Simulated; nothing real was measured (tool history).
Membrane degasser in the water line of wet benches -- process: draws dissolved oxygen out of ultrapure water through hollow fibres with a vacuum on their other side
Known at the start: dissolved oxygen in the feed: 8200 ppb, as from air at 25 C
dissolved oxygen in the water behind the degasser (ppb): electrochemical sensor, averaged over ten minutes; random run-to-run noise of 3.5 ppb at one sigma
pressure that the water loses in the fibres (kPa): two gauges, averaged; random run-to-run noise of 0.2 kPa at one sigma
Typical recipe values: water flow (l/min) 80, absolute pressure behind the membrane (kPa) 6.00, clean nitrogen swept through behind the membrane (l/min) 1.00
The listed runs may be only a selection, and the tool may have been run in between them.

| run | hour | water flow (l/min) | absolute pressure behind the membrane (kPa) | clean nitrogen swept through behind the membrane (l/min) | dissolved oxygen in the water behind the degasser (ppb) | pressure that the water loses in the fibres (kPa) |
|---|---|---|---|---|---|---|
| 1 | 0.0 | 80 | 6.00 | 1.00 | 360.8 | 45.44 |
| 2 | 45.6 | 80 | 6.00 | 1.00 | 361.9 | 45.91 |
| 3 | 93.3 | 80 | 6.00 | 1.00 | 366.4 | 45.72 |
| 4 | 131.8 | 80 | 6.00 | 1.00 | 371.7 | 46.26 |
| 5 | 156.7 | 80 | 6.00 | 1.00 | 365.2 | 46.08 |
| 6 | 193.8 | 80 | 6.00 | 1.00 | 368.8 | 46.04 |
| 7 | 231.4 | 80 | 4.92 | 0.44 | 362.0 | 45.97 |
| 8 | 276.8 | 64 | 4.14 | 1.00 | 108.8 | 37.07 |
| 9 | 313.8 | 91 | 4.14 | 0.42 | 213.9 | 53.06 |
|  | 325.5 | vacuum gauge calibrated |
| 10 | 351.4 | 90 | 6.99 | 2.28 | 293.6 | 52.11 |
| 11 | 399.9 | 119 | 14.96 | 1.00 | 1746.1 | 68.99 |

Selected run-to-run steps in pressure that the water loses in the fibres (kPa), each split into two signed amounts: the part the tool would show with no hidden state at all (from settings, incoming material and random variation), and the remainder, which goes to the hidden state together with any gauge scatter not common to the measured and the hidden-state-free results:
Hidden state present: membrane still open, %; true pressure behind the membrane over the reading, kPa; air that leaks in behind the membrane, l/min; drift of the gauge itself on oxygen_ppb, %; drift of the gauge itself on loss_of_pressure_kpa, %.
Run 10 -> 11: water flow (l/min) 90 -> 119, absolute pressure behind the membrane (kPa) 6.99 -> 14.96, clean nitrogen swept through behind the membrane (l/min) 2.28 -> 1.00. pressure that the water loses in the fibres (kPa) +16.88: hidden state +0.39, all else +16.49.

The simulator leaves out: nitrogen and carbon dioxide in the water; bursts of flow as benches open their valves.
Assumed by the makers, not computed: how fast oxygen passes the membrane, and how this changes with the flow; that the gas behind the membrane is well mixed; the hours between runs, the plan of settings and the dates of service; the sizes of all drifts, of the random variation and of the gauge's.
